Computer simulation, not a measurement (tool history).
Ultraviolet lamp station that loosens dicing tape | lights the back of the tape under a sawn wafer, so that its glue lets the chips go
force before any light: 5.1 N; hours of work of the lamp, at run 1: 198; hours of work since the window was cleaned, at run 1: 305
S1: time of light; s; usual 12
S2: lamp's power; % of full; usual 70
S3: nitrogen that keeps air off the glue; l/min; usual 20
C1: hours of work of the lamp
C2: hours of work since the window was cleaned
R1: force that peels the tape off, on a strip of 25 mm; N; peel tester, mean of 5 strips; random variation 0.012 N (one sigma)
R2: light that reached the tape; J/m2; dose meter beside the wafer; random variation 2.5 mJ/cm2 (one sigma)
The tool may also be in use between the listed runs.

run,day,S1,S2,S3,C1,C2,R1,R2
1,0.000,12,70,20,198,305,0.809,2490
2,0.350,12,70,20,203,309,0.800,2410
# day 0.442: window cleaned of glue's vapour
3,0.712,12,70,8,207,4,1.303,2360
4,1.150,12,75,8,213,9,1.206,2530
5,1.592,12,75,8,218,15,1.194,2480
6,1.838,12,75,8,221,18,1.227,2530
# day 2.225: window cleaned of glue's vapour, once more
7,2.371,12,75,8,228,2,0.907,3140
8,2.596,12,75,8,231,5,0.888,3050
9,3.054,12,75,8,237,11,0.886,3060
10,3.421,12,75,8,242,15,0.901,3050
11,3.788,12,75,8,246,20,0.906,3070
12,4.217,12,75,8,252,25,0.897,3000
13,4.596,23,70,20,257,30,0.129,5420
14,4.808,22,70,20,259,33,0.139,5190
15,5.212,22,70,20,264,38,0.149,5130
16,5.542,12,74,20,269,42,0.551,3000
17,5.875,12,74,20,273,47,0.567,2940
18,6.246,12,74,20,278,51,0.557,2900
19,6.658,12,70,20,283,57,0.640,2750
20,6.979,12,70,7,287,61,1.103,2760
21,7.388,11,74,10,292,66,0.938,2670
22,7.608,12,70,13,295,69,0.800,2780
23,8.104,12,92,23,301,75,0.338,3610
24,8.529,12,70,14,307,81,0.790,2710
25,8.929,18,70,8,312,86,0.520,4050
26,9.433,18,70,8,318,92,0.528,4010
27,9.917,18,70,8,325,98,0.524,4020
28,10.229,18,70,8,329,102,0.526,3940
29,10.517,14,80,20,332,106,0.362,3590
30,10.829,6,63,23,336,110,1.939,1200
31,11.217,13,93,23,341,115,0.283,3820
32,11.521,7,73,16,345,119,1.577,1610
33,11.879,7,88,16,350,123,1.302,1910
34,12.175,12,75,19,353,127,0.637,2820
35,12.504,12,91,31,358,131,0.301,3390
36,12.771,12,62,31,361,135,0.729,2330
37,13.271,22,70,29,367,141,0.148,4730
38,13.654,19,75,36,372,146,0.146,4370
39,14.012,12,96,20,377,151,0.363,3550

Forecast each of these 5 alternatives for the next run:
A,14.529,12,90,12,384,157,?,?
B,14.529,18,76,20,384,157,?,?
C,14.529,23,96,20,384,157,?,?
D,14.529,12,96,6,384,157,?,?
E,14.529,17,75,32,384,157,?,?

run,R1,R2
A,0.620,3280
B,0.260,4170
C,0.086,6790
D,0.810,3490
E,0.233,3900
Without the tool's hidden state the same runs would have given:
run,R1,R2
A,0.443,3860
B,0.174,4900
C,0.072,7970
D,0.599,4100
E,0.158,4580

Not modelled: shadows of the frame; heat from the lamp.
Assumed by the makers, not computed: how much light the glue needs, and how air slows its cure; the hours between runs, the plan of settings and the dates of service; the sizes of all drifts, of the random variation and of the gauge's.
